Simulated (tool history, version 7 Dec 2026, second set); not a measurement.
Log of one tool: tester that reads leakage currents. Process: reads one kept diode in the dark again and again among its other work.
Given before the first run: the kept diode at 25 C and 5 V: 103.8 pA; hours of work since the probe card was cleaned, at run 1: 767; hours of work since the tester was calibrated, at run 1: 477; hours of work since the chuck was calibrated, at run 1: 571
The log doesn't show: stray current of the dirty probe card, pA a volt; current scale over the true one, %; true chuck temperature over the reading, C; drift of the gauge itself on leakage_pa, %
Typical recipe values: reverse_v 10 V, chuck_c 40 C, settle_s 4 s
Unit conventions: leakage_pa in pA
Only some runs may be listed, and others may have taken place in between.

run,hour,reverse_v,chuck_c,settle_s,hours of work since the probe card was cleaned,hours of work since the tester was calibrated,hours of work since the chuck was calibrated,leakage_pa
1,0,10,40,4,767,477,571,470.64
2,37.8,10,40,0.45,788,498,592,477.63
3,76.7,10,40,0.45,809,519,613,474.35
4,133.4,10,40,0.45,840,550,644,475.76
5,171.6,10,40,0.45,861,571,665,473.96
6,221.5,10,40,4,888,598,693,468
7,281,10,40,0.57,921,631,725,472.75
8,339.8,10,40,1.63,953,663,757,466.66
9,376.2,10,40,4,973,683,777,467.52
10,424.6,10,40,0.36,999,710,804,473.45
11,476.8,10,40,0.36,1028,738,832,470
12,524.2,10,40,0.36,1054,764,858,470.9
13,580.3,10,40,4,1085,795,889,461.31
14,621.1,10,40,4,1107,817,911,460.25
15,652.6,10,30,4,1124,834,929,215.62
16,712,9.6,55,5.52,1157,867,961,1332.31
17,745.1,10,36,4,1175,885,979,340
18,791.5,1.3,43,4,1200,910,1005,222.05

Run 19 is up next; what results do you expect?
19,834.2,1.3,40,3,1224,934,1028,?

Logged for run 19: leakage_pa 175.65 pA.
If the tool had no hidden condition, the same run with the same run-to-run variation would have returned leakage_pa 185.38 pA.

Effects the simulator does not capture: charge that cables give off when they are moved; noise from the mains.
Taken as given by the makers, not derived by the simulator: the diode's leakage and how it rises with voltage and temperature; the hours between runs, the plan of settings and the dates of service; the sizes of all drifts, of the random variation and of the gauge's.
